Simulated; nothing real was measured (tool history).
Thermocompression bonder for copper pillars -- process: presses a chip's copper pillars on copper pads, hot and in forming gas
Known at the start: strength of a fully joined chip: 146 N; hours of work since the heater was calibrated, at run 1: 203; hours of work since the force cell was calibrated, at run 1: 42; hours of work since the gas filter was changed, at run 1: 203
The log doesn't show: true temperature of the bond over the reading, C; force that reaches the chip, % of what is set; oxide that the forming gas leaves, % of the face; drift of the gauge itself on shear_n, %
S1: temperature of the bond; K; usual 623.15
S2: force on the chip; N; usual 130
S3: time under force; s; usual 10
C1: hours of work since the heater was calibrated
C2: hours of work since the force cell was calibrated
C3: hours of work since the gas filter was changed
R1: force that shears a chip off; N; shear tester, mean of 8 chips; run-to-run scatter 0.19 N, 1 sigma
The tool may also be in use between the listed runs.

{"run": 1, "day": 0.0, "S1": 623.15, "S2": 130, "S3": 10, "C1": 203, "C2": 42, "C3": 203, "R1": 71.4}
{"run": 2, "day": 0.408, "S1": 623.15, "S2": 130, "S3": 10, "C1": 207, "C2": 46, "C3": 207, "R1": 71.4}
{"run": 3, "day": 0.683, "S1": 623.15, "S2": 130, "S3": 10, "C1": 210, "C2": 48, "C3": 210, "R1": 71.0}
{"run": 4, "day": 1.029, "S1": 623.15, "S2": 130, "S3": 10, "C1": 213, "C2": 52, "C3": 213, "R1": 71.4}
{"run": 5, "day": 1.429, "S1": 623.15, "S2": 130, "S3": 10, "C1": 217, "C2": 56, "C3": 217, "R1": 71.4}
{"run": 6, "day": 1.696, "S1": 623.15, "S2": 130, "S3": 10, "C1": 220, "C2": 58, "C3": 220, "R1": 71.3}
{"run": 7, "day": 1.975, "S1": 623.15, "S2": 130, "S3": 10, "C1": 223, "C2": 61, "C3": 223, "R1": 71.1}
{"run": 8, "day": 2.462, "S1": 623.15, "S2": 130, "S3": 10, "C1": 228, "C2": 66, "C3": 228, "R1": 71.1}
{"run": 9, "day": 2.854, "S1": 623.15, "S2": 130, "S3": 10, "C1": 232, "C2": 70, "C3": 232, "R1": 71.2}
{"run": 10, "day": 3.342, "S1": 623.15, "S2": 130, "S3": 10, "C1": 236, "C2": 75, "C3": 236, "R1": 71.0}
{"run": 11, "day": 3.567, "S1": 599.15, "S2": 130, "S3": 10, "C1": 239, "C2": 77, "C3": 239, "R1": 56.6}
{"run": 12, "day": 4.071, "S1": 623.15, "S2": 122, "S3": 10, "C1": 244, "C2": 82, "C3": 244, "R1": 67.8}
{"run": 13, "day": 4.483, "S1": 623.15, "S2": 122, "S3": 10, "C1": 248, "C2": 86, "C3": 248, "R1": 67.9}
{"run": 14, "day": 4.829, "S1": 638.15, "S2": 130, "S3": 8, "C1": 251, "C2": 90, "C3": 251, "R1": 74.6}
{"run": 15, "day": 5.321, "S1": 627.15, "S2": 83, "S3": 8, "C1": 256, "C2": 95, "C3": 256, "R1": 46.9}
{"day": 5.442, "done": "heater calibrated with a thermocouple chip"}
{"run": 16, "day": 5.696, "S1": 623.15, "S2": 130, "S3": 26, "C1": 3, "C2": 97, "C3": 259, "R1": 95.1}
{"run": 17, "day": 5.954, "S1": 627.15, "S2": 118, "S3": 14, "C1": 5, "C2": 100, "C3": 262, "R1": 76.5}
{"run": 18, "day": 6.367, "S1": 617.15, "S2": 148, "S3": 6, "C1": 9, "C2": 104, "C3": 266, "R1": 62.3}
{"run": 19, "day": 6.721, "S1": 617.15, "S2": 148, "S3": 6, "C1": 13, "C2": 108, "C3": 269, "R1": 61.9}
{"day": 7.167, "done": "heater calibrated with a thermocouple chip, once more"}
{"run": 20, "day": 7.229, "S1": 623.15, "S2": 103, "S3": 10, "C1": 1, "C2": 112, "C3": 273, "R1": 58.3}
{"run": 21, "day": 7.504, "S1": 623.15, "S2": 103, "S3": 10, "C1": 3, "C2": 115, "C3": 276, "R1": 57.9}

Below, some changes in R1 between adjacent runs. For each, the amount present without the hidden state too (settings, incoming material, random variation) and the amount remaining for the hidden state with gauge scatter not shared by both compared results:
Run 14 -> 15: S1 638.15 -> 627.15, S2 130 -> 83. R1 -27.7 N: hidden state +1.4, all else -29.1.
Run 15 -> 16: S1 627.15 -> 623.15, S2 83 -> 130, S3 8 -> 26, heater calibrated with a thermocouple chip. R1 +48.2 N: hidden state -2.4, all else +50.6.

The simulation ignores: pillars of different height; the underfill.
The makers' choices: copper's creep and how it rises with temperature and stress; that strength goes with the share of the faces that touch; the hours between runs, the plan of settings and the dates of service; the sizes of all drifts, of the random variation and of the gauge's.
